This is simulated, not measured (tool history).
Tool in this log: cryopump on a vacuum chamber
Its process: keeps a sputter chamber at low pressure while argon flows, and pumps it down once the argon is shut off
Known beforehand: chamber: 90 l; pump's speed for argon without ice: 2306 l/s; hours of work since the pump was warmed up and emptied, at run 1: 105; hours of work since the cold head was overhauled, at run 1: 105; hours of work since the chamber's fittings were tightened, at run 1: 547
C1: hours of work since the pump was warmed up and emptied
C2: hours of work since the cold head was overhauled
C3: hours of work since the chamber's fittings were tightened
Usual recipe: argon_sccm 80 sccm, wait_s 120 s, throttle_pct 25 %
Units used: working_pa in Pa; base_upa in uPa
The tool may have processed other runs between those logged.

Run 1, hour 0: usual settings; C1 105; C2 105; C3 547. Result: working_pa 0.2377 Pa, base_upa 0.48 uPa.
Run 2, hour 8.7: usual settings; C1 109; C2 109; C3 551. Result: working_pa 0.2367 Pa, base_upa 0.49 uPa.
Run 3, hour 22.2: usual settings; C1 115; C2 115; C3 558. Result: working_pa 0.2371 Pa, base_upa 0.5 uPa.
Run 4, hour 30.9: usual settings; C1 119; C2 119; C3 562. Result: working_pa 0.2354 Pa, base_upa 0.45 uPa.
Run 5, hour 40.7: usual settings; C1 124; C2 124; C3 567. Result: working_pa 0.237 Pa, base_upa 0.51 uPa.
Run 6, hour 52.7: usual settings but wait_s 106 s; C1 130; C2 130; C3 572. Result: working_pa 0.2388 Pa, base_upa 0.51 uPa.
Run 7, hour 66.5: usual settings but wait_s 106 s; C1 136; C2 136; C3 579. Result: working_pa 0.2372 Pa, base_upa 0.54 uPa.
Run 8, hour 84.1: usual settings; C1 145; C2 145; C3 587. Result: working_pa 0.2385 Pa, base_upa 0.52 uPa.
Run 9, hour 92.1: usual settings; C1 148; C2 148; C3 591. Result: working_pa 0.2374 Pa, base_upa 0.48 uPa.
Run 10, hour 104.4: usual settings; C1 154; C2 154; C3 597. Result: working_pa 0.2394 Pa, base_upa 0.54 uPa.
Run 11, hour 117.3: usual settings; C1 160; C2 160; C3 603. Result: working_pa 0.2372 Pa, base_upa 0.5 uPa.
Run 12, hour 132.5: usual settings; C1 167; C2 167; C3 610. Result: working_pa 0.2384 Pa, base_upa 0.57 uPa.
Run 13, hour 140.3: usual settings but argon_sccm 60 sccm; C1 171; C2 171; C3 614. Result: working_pa 0.1797 Pa, base_upa 0.53 uPa.
Run 14, hour 153.7: usual settings but argon_sccm 60 sccm; C1 177; C2 177; C3 620. Result: working_pa 0.1791 Pa, base_upa 0.55 uPa.
Run 15, hour 171.2: usual settings but argon_sccm 60 sccm; C1 186; C2 186; C3 628. Result: working_pa 0.1788 Pa, base_upa 0.54 uPa.
Run 16, hour 183.1: usual settings but argon_sccm 150 sccm; C1 191; C2 191; C3 634. Result: working_pa 0.4447 Pa, base_upa 0.54 uPa.
Run 17, hour 197.7: usual settings but argon_sccm 150 sccm; C1 198; C2 198; C3 641. Result: working_pa 0.4477 Pa, base_upa 0.53 uPa.
Run 18, hour 205.5: usual settings but argon_sccm 159 sccm, wait_s 67 s, throttle_pct 22 %; C1 202; C2 202; C3 644. Result: working_pa 0.5337 Pa, base_upa 0.66 uPa.
Run 19, hour 217.4: usual settings but argon_sccm 38 sccm, wait_s 31 s, throttle_pct 33 %; C1 207; C2 207; C3 650. Result: working_pa 0.0868 Pa, base_upa 0.83 uPa.
Run 20, hour 231.2: usual settings but argon_sccm 38 sccm, wait_s 31 s, throttle_pct 33 %; C1 214; C2 214; C3 656. Result: working_pa 0.0861 Pa, base_upa 0.87 uPa.
Run 21, hour 246.5: usual settings but argon_sccm 135 sccm, wait_s 23 s; C1 221; C2 221; C3 664. Result: working_pa 0.4018 Pa, base_upa 1.03 uPa.
Run 22, hour 259.6: usual settings but argon_sccm 44 sccm, wait_s 24 s, throttle_pct 50 %; C1 227; C2 227; C3 670. Result: working_pa 0.0666 Pa, base_upa 0.97 uPa.
Run 23, hour 276.6: usual settings but argon_sccm 44 sccm, wait_s 24 s, throttle_pct 50 %; C1 235; C2 235; C3 678. Result: working_pa 0.0661 Pa, base_upa 1 uPa.
Run 24, hour 294.2: usual settings but argon_sccm 44 sccm, wait_s 24 s, throttle_pct 16 %; C1 244; C2 244; C3 686. Result: working_pa 0.2033 Pa, base_upa 0.98 uPa.
Run 25, hour 302.5: usual settings but wait_s 159 s; C1 248; C2 248; C3 690. Result: working_pa 0.2398 Pa, base_upa 0.52 uPa.
Run 26, hour 311.4: usual settings but wait_s 159 s; C1 252; C2 252; C3 694. Result: working_pa 0.237 Pa, base_upa 0.51 uPa.
Run 27, hour 324.6: usual settings but argon_sccm 122 sccm, wait_s 59 s; C1 258; C2 258; C3 700. Result: working_pa 0.3668 Pa, base_upa 0.68 uPa.
Run 28, hour 341.4: usual settings but argon_sccm 122 sccm, wait_s 59 s; C1 266; C2 266; C3 708. Result: working_pa 0.3648 Pa, base_upa 0.69 uPa.
Run 29, hour 353.9: usual settings but wait_s 199 s, throttle_pct 32 %; C1 272; C2 272; C3 714. Result: working_pa 0.187 Pa, base_upa 0.53 uPa.
Run 30, hour 364.9: usual settings but wait_s 199 s, throttle_pct 32 %; C1 277; C2 277; C3 719. Result: working_pa 0.1873 Pa, base_upa 0.53 uPa.
Run 31, hour 376.5: usual settings but wait_s 199 s, throttle_pct 32 %; C1 282; C2 282; C3 725. Result: working_pa 0.1875 Pa, base_upa 0.52 uPa.
Run 32, hour 389.4: usual settings but throttle_pct 32 %; C1 288; C2 288; C3 731. Result: working_pa 0.187 Pa, base_upa 0.57 uPa.
Run 33, hour 398.8: usual settings but argon_sccm 44 sccm; C1 293; C2 293; C3 735. Result: working_pa 0.1318 Pa, base_upa 0.59 uPa.

For some of the steps in working_pa from one run to the next: how much would appear even if the tool had no hidden state, given the settings, what came in and random variation, and how much remains for the hidden state plus any gauge scatter that the measured result and the result without hidden state don't share?
Hidden conditions of the tool in this case: pump's speed, % of a pump's without ice; cold plate's temperature, K; leak into the chamber, uPa l/s; drift of the gauge itself on working_pa, %; drift of the gauge itself on base_upa, %.
Run 18 -> 19: argon_sccm 159 -> 38, wait_s 67 -> 31, throttle_pct 22 -> 33. working_pa -0.4469 Pa: hidden state -0.0054, all else -0.4415.
Run 20 -> 21: argon_sccm 38 -> 135, wait_s 31 -> 23, throttle_pct 33 -> 25. working_pa +0.3157 Pa: hidden state +0.0049, all else +0.3108.
Run 21 -> 22: argon_sccm 135 -> 44, wait_s 23 -> 24, throttle_pct 25 -> 50. working_pa -0.3352 Pa: hidden state -0.0045, all else -0.3307.

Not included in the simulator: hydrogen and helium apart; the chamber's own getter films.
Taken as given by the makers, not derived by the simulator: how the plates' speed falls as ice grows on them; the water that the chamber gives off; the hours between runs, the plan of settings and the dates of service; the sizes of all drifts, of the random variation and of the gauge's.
